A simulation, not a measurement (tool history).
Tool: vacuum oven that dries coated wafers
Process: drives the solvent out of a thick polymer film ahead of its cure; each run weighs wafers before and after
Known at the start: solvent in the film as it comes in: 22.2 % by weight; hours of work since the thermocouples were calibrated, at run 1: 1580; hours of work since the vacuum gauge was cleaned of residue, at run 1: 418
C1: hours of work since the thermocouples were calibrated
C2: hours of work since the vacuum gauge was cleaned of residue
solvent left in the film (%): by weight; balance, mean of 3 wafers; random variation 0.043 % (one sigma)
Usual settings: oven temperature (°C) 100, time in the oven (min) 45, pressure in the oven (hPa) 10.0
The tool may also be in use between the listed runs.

Run 1, hour 0.0: usual settings; C1 1580; C2 418. Result: solvent left in the film (%) 4.25.
Run 2, hour 32.8: usual settings but time in the oven (min) 44; C1 1604; C2 443. Result: solvent left in the film (%) 4.44.
Run 3, hour 52.5: usual settings; C1 1619; C2 457. Result: solvent left in the film (%) 4.15.
Run 4, hour 91.9: usual settings; C1 1649; C2 487. Result: solvent left in the film (%) 4.23.
Run 5, hour 119.5: usual settings but time in the oven (min) 68; C1 1670; C2 508. Result: solvent left in the film (%) 2.17.
Run 6, hour 156.1: usual settings but time in the oven (min) 35; C1 1698; C2 536. Result: solvent left in the film (%) 5.80.
Run 7, hour 180.5: usual settings but oven temperature (°C) 94; C1 1716; C2 554. Result: solvent left in the film (%) 6.37.
Run 8, hour 213.6: usual settings but oven temperature (°C) 94; C1 1741; C2 579. Result: solvent left in the film (%) 6.42.
Run 9, hour 254.4: usual settings but oven temperature (°C) 94; C1 1772; C2 610. Result: solvent left in the film (%) 6.35.
At hour 260.4: oven's thermocouples calibrated.
Run 10, hour 289.5: usual settings; C1 22; C2 635. Result: solvent left in the film (%) 4.25.
Run 11, hour 322.4: usual settings; C1 47; C2 660. Result: solvent left in the film (%) 4.26.
Run 12, hour 360.0: usual settings; C1 75; C2 689. Result: solvent left in the film (%) 4.18.
Run 13, hour 387.3: usual settings; C1 96; C2 709. Result: solvent left in the film (%) 4.28.
Run 14, hour 418.9: usual settings but oven temperature (°C) 102; C1 120; C2 733. Result: solvent left in the film (%) 3.61.
Run 15, hour 458.0: usual settings; C1 150; C2 763. Result: solvent left in the film (%) 4.17.
Run 16, hour 486.8: usual settings; C1 171; C2 785. Result: solvent left in the film (%) 4.28.
Run 17, hour 505.2: usual settings; C1 185; C2 799. Result: solvent left in the film (%) 4.21.
Run 18, hour 524.9: usual settings but oven temperature (°C) 94; C1 200; C2 813. Result: solvent left in the film (%) 6.40.
Run 19, hour 553.3: usual settings but oven temperature (°C) 94; C1 222; C2 835. Result: solvent left in the film (%) 6.31.
Run 20, hour 593.3: usual settings but oven temperature (°C) 94, pressure in the oven (hPa) 17.1; C1 252; C2 865. Result: solvent left in the film (%) 6.67.
Run 21, hour 623.7: usual settings but oven temperature (°C) 94, pressure in the oven (hPa) 17.1; C1 275; C2 888. Result: solvent left in the film (%) 6.77.
Run 22, hour 657.0: usual settings but oven temperature (°C) 102, pressure in the oven (hPa) 17.1; C1 300; C2 913. Result: solvent left in the film (%) 3.83.
Run 23, hour 675.8: usual settings but oven temperature (°C) 104, time in the oven (min) 25, pressure in the oven (hPa) 5.3; C1 314; C2 928. Result: solvent left in the film (%) 6.44.
Run 24, hour 706.9: usual settings but pressure in the oven (hPa) 38.5; C1 338; C2 951. Result: solvent left in the film (%) 5.29.

The next listed run, before its measurement:
Run 25, hour 736.6: usual settings but oven temperature (°C) 93, time in the oven (min) 33, pressure in the oven (hPa) 13.7; C1 360; C2 974. Result: solvent left in the film (%) ?.

{"run 25": {"solvent left in the film (%)": 8.82}}
Without the tool's hidden state the same run would have given solvent left in the film (%) 8.82.
